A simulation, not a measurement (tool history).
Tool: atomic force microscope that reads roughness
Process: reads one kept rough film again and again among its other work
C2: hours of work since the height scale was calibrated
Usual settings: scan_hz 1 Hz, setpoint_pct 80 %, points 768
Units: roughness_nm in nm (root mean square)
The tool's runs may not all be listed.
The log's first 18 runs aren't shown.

-- day=8.408 new tip fitted
run 19 day=8.896 | scan_hz=1 setpoint_pct=80 points=768 | pictures_with_this_tip=27 C2=479 | roughness_nm=4.523
run 20 day=9.538 | scan_hz=1 setpoint_pct=80 points=768 | pictures_with_this_tip=63 C2=489 | roughness_nm=4.342
-- day=9.592 new tip fitted
run 21 day=10.271 | scan_hz=1 setpoint_pct=80 points=768 | pictures_with_this_tip=38 C2=501 | roughness_nm=4.515
run 22 day=10.646 | scan_hz=2.37 setpoint_pct=80 points=768 | pictures_with_this_tip=59 C2=507 | roughness_nm=4.07
-- day=10.762 new tip fitted
run 23 day=11.204 | scan_hz=2.37 setpoint_pct=64 points=377 | pictures_with_this_tip=24 C2=516 | roughness_nm=4.589
run 24 day=11.75 | scan_hz=2.37 setpoint_pct=64 points=377 | pictures_with_this_tip=55 C2=525 | roughness_nm=4.382
-- day=11.992 new tip fitted
run 25 day=12.229 | scan_hz=2.37 setpoint_pct=64 points=377 | pictures_with_this_tip=13 C2=532 | roughness_nm=4.653
-- day=12.308 height scale calibrated on a step standard
run 26 day=12.617 | scan_hz=0.92 setpoint_pct=64 points=377 | pictures_with_this_tip=33 C2=5 | roughness_nm=4.73
run 27 day=13.175 | scan_hz=0.74 setpoint_pct=80 points=893 | pictures_with_this_tip=64 C2=14 | roughness_nm=4.428
-- day=13.25 new tip fitted
run 28 day=13.746 | scan_hz=1.57 setpoint_pct=80 points=770 | pictures_with_this_tip=28 C2=23 | roughness_nm=4.475
-- day=14.162 height scale calibrated on a step standard, once more
run 29 day=14.35 | scan_hz=0.9 setpoint_pct=78 points=556 | pictures_with_this_tip=59 C2=3 | roughness_nm=4.411
-- day=14.496 new tip fitted
run 30 day=14.867 | scan_hz=0.94 setpoint_pct=76 points=768 | pictures_with_this_tip=21 C2=11 | roughness_nm=4.658
run 31 day=15.404 | scan_hz=0.68 setpoint_pct=56 points=379 | pictures_with_this_tip=51 C2=20 | roughness_nm=4.614
-- day=15.729 new tip fitted
run 32 day=15.95 | scan_hz=0.68 setpoint_pct=56 points=379 | pictures_with_this_tip=13 C2=28 | roughness_nm=4.899
run 33 day=16.583 | scan_hz=2.47 setpoint_pct=80 points=768 | pictures_with_this_tip=48 C2=39 | roughness_nm=4.094
-- day=16.908 new tip fitted
run 34 day=17.021 | scan_hz=2.46 setpoint_pct=80 points=768 | pictures_with_this_tip=7 C2=45 | roughness_nm=4.287
run 35 day=17.742 | scan_hz=2.34 setpoint_pct=79 points=906 | pictures_with_this_tip=47 C2=57 | roughness_nm=4.127
-- day=18.092 new tip fitted
run 36 day=18.271 | scan_hz=3.74 setpoint_pct=59 points=720 | pictures_with_this_tip=10 C2=65 | roughness_nm=4.605
run 37 day=18.721 | scan_hz=1 setpoint_pct=57 points=381 | pictures_with_this_tip=35 C2=72 | roughness_nm=4.703
-- day=19.275 new tip fitted
run 38 day=19.467 | scan_hz=1 setpoint_pct=57 points=381 | pictures_with_this_tip=11 C2=84 | roughness_nm=4.842
run 39 day=19.871 | scan_hz=1.86 setpoint_pct=57 points=381 | pictures_with_this_tip=34 C2=91 | roughness_nm=4.618
run 40 day=20.412 | scan_hz=1.86 setpoint_pct=57 points=381 | pictures_with_this_tip=64 C2=100 | roughness_nm=4.483
-- day=20.475 new tip fitted
run 41 day=20.746 | scan_hz=0.52 setpoint_pct=57 points=381 | pictures_with_this_tip=16 C2=105 | roughness_nm=4.819
run 42 day=21.425 | scan_hz=3.16 setpoint_pct=64 points=367 | pictures_with_this_tip=54 C2=116 | roughness_nm=4.258

5 ways to go on from here, each from the tool as it stands after run 42. What would each give?
-- day=21.662 new tip fitted
run A day=22.096 | scan_hz=3.16 setpoint_pct=64 points=476 | pictures_with_this_tip=24 C2=126 | roughness_nm=?
-- day=21.662 new tip fitted
run B day=22.096 | scan_hz=1 setpoint_pct=80 points=776 | pictures_with_this_tip=24 C2=126 | roughness_nm=?
-- day=21.662 new tip fitted
run C day=22.096 | scan_hz=3.16 setpoint_pct=64 points=596 | pictures_with_this_tip=24 C2=126 | roughness_nm=?
-- day=21.662 new tip fitted
run D day=22.096 | scan_hz=1 setpoint_pct=80 points=450 | pictures_with_this_tip=24 C2=126 | roughness_nm=?
-- day=21.662 new tip fitted
run E day=22.096 | scan_hz=3.99 setpoint_pct=68 points=423 | pictures_with_this_tip=24 C2=126 | roughness_nm=?

run=A roughness_nm=4.487
run=B roughness_nm=4.588
run=C roughness_nm=4.468
run=D roughness_nm=4.533
run=E roughness_nm=4.331
Without the tool's hidden state the same runs would have given:
run=A roughness_nm=4.634
run=B roughness_nm=4.739
run=C roughness_nm=4.615
run=D roughness_nm=4.682
run=E roughness_nm=4.473
